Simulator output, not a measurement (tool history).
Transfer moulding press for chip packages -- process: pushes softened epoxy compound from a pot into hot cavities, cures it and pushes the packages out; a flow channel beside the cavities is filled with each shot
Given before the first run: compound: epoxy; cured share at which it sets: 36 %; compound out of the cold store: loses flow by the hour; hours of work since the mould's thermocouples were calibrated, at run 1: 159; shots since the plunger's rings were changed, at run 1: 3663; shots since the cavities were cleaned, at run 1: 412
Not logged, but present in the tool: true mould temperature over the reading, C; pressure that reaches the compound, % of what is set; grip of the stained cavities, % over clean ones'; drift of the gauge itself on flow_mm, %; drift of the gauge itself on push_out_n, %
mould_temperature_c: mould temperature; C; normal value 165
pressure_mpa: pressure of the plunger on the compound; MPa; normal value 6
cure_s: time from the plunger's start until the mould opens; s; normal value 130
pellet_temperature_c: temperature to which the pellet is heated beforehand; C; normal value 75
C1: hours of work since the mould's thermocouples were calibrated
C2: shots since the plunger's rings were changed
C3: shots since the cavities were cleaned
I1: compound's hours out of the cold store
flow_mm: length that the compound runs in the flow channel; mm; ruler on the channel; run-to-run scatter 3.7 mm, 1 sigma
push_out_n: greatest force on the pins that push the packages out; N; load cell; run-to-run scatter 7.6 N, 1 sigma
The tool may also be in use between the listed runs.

Run 1, hour 0: usual settings; C1 159; C2 3663; C3 412; I1 41.2. Result: flow_mm 504 mm, push_out_n 505 N.
Run 2, hour 4.5: usual settings; C1 162; C2 3706; C3 455; I1 24.8. Result: flow_mm 536 mm, push_out_n 495 N.
Run 3, hour 12.8: usual settings; C1 168; C2 3785; C3 534; I1 22.3. Result: flow_mm 543 mm, push_out_n 531 N.
At hour 16.2: cavities cleaned with cleaning compound and waxed.
Run 4, hour 23: usual settings but cure_s 146 s; C1 173; C2 3869; C3 65; I1 11.2. Result: flow_mm 558 mm, push_out_n 348 N.
Run 5, hour 31.2: usual settings; C1 179; C2 3947; C3 143; I1 35.9. Result: flow_mm 515 mm, push_out_n 411 N.
Run 6, hour 39: usual settings but cure_s 142 s; C1 184; C2 4021; C3 217; I1 24.9. Result: flow_mm 530 mm, push_out_n 420 N.
Run 7, hour 44.3: usual settings but cure_s 142 s; C1 187; C2 4071; C3 267; I1 25.9. Result: flow_mm 533 mm, push_out_n 444 N.
Run 8, hour 51.1: usual settings but cure_s 142 s, pellet_temperature_c 73 C; C1 192; C2 4136; C3 332; I1 28.9. Result: flow_mm 523 mm, push_out_n 461 N.
Run 9, hour 60.4: usual settings but cure_s 142 s, pellet_temperature_c 73 C; C1 198; C2 4226; C3 422; I1 39.6. Result: flow_mm 503 mm, push_out_n 484 N.
Run 10, hour 68.6: usual settings but cure_s 131 s; C1 203; C2 4304; C3 500; I1 26.9. Result: flow_mm 528 mm, push_out_n 507 N.
At hour 75.6: cavities cleaned with cleaning compound and waxed.
Run 11, hour 79.1: usual settings but mould_temperature_c 158 C; C1 209; C2 4390; C3 34; I1 36.6. Result: flow_mm 513 mm, push_out_n 452 N.
Run 12, hour 84.9: usual settings but mould_temperature_c 158 C, pressure_mpa 5.56 MPa; C1 213; C2 4445; C3 89; I1 47.9. Result: flow_mm 474 mm, push_out_n 445 N.
Run 13, hour 93.6: usual settings but mould_temperature_c 158 C, pressure_mpa 5.56 MPa; C1 219; C2 4528; C3 172; I1 39.4. Result: flow_mm 496 mm, push_out_n 529 N.
Run 14, hour 102.6: usual settings but mould_temperature_c 158 C, pressure_mpa 5.56 MPa; C1 225; C2 4614; C3 258; I1 40. Result: flow_mm 487 mm, push_out_n 557 N.
Run 15, hour 107.9: usual settings but mould_temperature_c 158 C, pressure_mpa 5.56 MPa; C1 228; C2 4664; C3 308; I1 24.1. Result: flow_mm 515 mm, push_out_n 598 N.
Run 16, hour 112.3: usual settings but mould_temperature_c 158 C, pressure_mpa 6.58 MPa; C1 231; C2 4707; C3 351; I1 31.5. Result: flow_mm 548 mm, push_out_n 603 N.
Run 17, hour 120.1: usual settings but mould_temperature_c 167 C, cure_s 119 s, pellet_temperature_c 81 C; C1 236; C2 4781; C3 425; I1 19.3. Result: flow_mm 534 mm, push_out_n 498 N.
Run 18, hour 124.3: usual settings but mould_temperature_c 167 C, cure_s 119 s, pellet_temperature_c 81 C; C1 239; C2 4821; C3 465; I1 43.3. Result: flow_mm 487 mm, push_out_n 480 N.
Run 19, hour 131.4: usual settings but mould_temperature_c 167 C, cure_s 119 s, pellet_temperature_c 81 C; C1 244; C2 4889; C3 533; I1 38.8. Result: flow_mm 495 mm, push_out_n 503 N.
At hour 135.1: cavities cleaned with cleaning compound and waxed.
Run 20, hour 139.7: usual settings but mould_temperature_c 167 C, cure_s 119 s, pellet_temperature_c 81 C; C1 248; C2 4954; C3 44; I1 8.6. Result: flow_mm 552 mm, push_out_n 365 N.
Run 21, hour 147.6: usual settings but mould_temperature_c 172 C, pressure_mpa 6.63 MPa, cure_s 160 s, pellet_temperature_c 82 C; C1 254; C2 5029; C3 119; I1 33.3. Result: flow_mm 517 mm, push_out_n 366 N.
Run 22, hour 156.2: usual settings but mould_temperature_c 172 C, pressure_mpa 6.62 MPa, cure_s 160 s, pellet_temperature_c 80 C; C1 259; C2 5112; C3 202; I1 10.2. Result: flow_mm 563 mm, push_out_n 412 N.
Run 23, hour 165.8: usual settings but pellet_temperature_c 65 C; C1 266; C2 5203; C3 293; I1 43.7. Result: flow_mm 480 mm, push_out_n 453 N.
Run 24, hour 171: usual settings but cure_s 132 s, pellet_temperature_c 65 C; C1 269; C2 5252; C3 342; I1 25.8. Result: flow_mm 515 mm, push_out_n 462 N.

What will run 25 give?
Run 25, hour 177.4: usual settings but mould_temperature_c 164 C, pressure_mpa 4.65 MPa, cure_s 116 s, pellet_temperature_c 81 C; C1 273; C2 5314; C3 404; I1 37.3. Result: flow_mm ?, push_out_n ?.

flow_mm: 437 mm
push_out_n: 540 N
Without the tool's hidden state the same run would have given flow_mm 485 mm, push_out_n 362 N.
